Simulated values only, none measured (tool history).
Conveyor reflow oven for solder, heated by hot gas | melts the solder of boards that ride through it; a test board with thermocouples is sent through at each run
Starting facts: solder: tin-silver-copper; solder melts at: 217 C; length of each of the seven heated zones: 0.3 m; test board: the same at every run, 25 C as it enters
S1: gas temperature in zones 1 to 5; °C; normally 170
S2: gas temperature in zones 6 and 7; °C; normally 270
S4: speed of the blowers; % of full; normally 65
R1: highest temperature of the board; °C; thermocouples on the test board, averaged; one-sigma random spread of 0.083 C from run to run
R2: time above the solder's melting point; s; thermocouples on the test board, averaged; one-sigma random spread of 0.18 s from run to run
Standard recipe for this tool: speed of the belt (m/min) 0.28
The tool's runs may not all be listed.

run 1 hour=0 | S1=170 S2=270 speed_of_the_belt_(m/min)=0.28 S4=65 | R1=254.06 R2=96.4
run 2 hour=10.1 | S1=170 S2=270 speed_of_the_belt_(m/min)=0.28 S4=65 | R1=254.21 R2=96.5
run 3 hour=18.2 | S1=170 S2=270 speed_of_the_belt_(m/min)=0.28 S4=65 | R1=254.09 R2=96.7
run 4 hour=32.9 | S1=170 S2=270 speed_of_the_belt_(m/min)=0.28 S4=65 | R1=254.17 R2=96.5
run 5 hour=45.5 | S1=170 S2=270 speed_of_the_belt_(m/min)=0.28 S4=65 | R1=254.05 R2=96.4
run 6 hour=53.8 | S1=170 S2=270 speed_of_the_belt_(m/min)=0.28 S4=65 | R1=253.84 R2=96.5
run 7 hour=68.3 | S1=170 S2=270 speed_of_the_belt_(m/min)=0.28 S4=65 | R1=253.87 R2=96.7
run 8 hour=79.4 | S1=170 S2=270 speed_of_the_belt_(m/min)=0.28 S4=65 | R1=254.01 R2=96.4
run 9 hour=90.8 | S1=175 S2=270 speed_of_the_belt_(m/min)=0.318 S4=65 | R1=250.62 R2=82.2
run 10 hour=99.5 | S1=175 S2=270 speed_of_the_belt_(m/min)=0.318 S4=65 | R1=250.67 R2=82.2
run 11 hour=112.1 | S1=172 S2=270 speed_of_the_belt_(m/min)=0.234 S4=70 | R1=259.82 R2=126.8
run 12 hour=123.7 | S1=172 S2=270 speed_of_the_belt_(m/min)=0.331 S4=86 | R1=252.19 R2=79.7
run 13 hour=134.8 | S1=170 S2=270 speed_of_the_belt_(m/min)=0.263 S4=70 | R1=256.65 R2=106.4
run 14 hour=141.3 | S1=171 S2=270 speed_of_the_belt_(m/min)=0.327 S4=80 | R1=251.4 R2=79.4
run 15 hour=154.9 | S1=169 S2=270 speed_of_the_belt_(m/min)=0.327 S4=80 | R1=250.9 R2=78
run 16 hour=163.5 | S1=158 S2=270 speed_of_the_belt_(m/min)=0.327 S4=63 | R1=245.53 R2=65.1

A few steps of R1 between consecutive runs. Split each: what settings, incoming material and random variation would produce without the hidden state, and what is left over for the hidden state, along with gauge scatter present in only one of the two compared results (measured, and without hidden state):
The hidden state here: heat that the gas passes to the board, % of a clean oven's; belt's true speed, % of the reading; true gas temperature in zones 6 and 7 over the reading, C; drift of the gauge itself on peak_c, C; drift of the gauge itself on liquid_s, %.
Run 10 -> 11: S1 175 -> 172, speed of the belt (m/min) 0.318 -> 0.234, S4 65 -> 70. R1 +9.15 °C: hidden state +0.17, all else +8.98.
Run 11 -> 12: speed of the belt (m/min) 0.234 -> 0.331, S4 70 -> 86. R1 -7.63 °C: hidden state -0.32, all else -7.31.
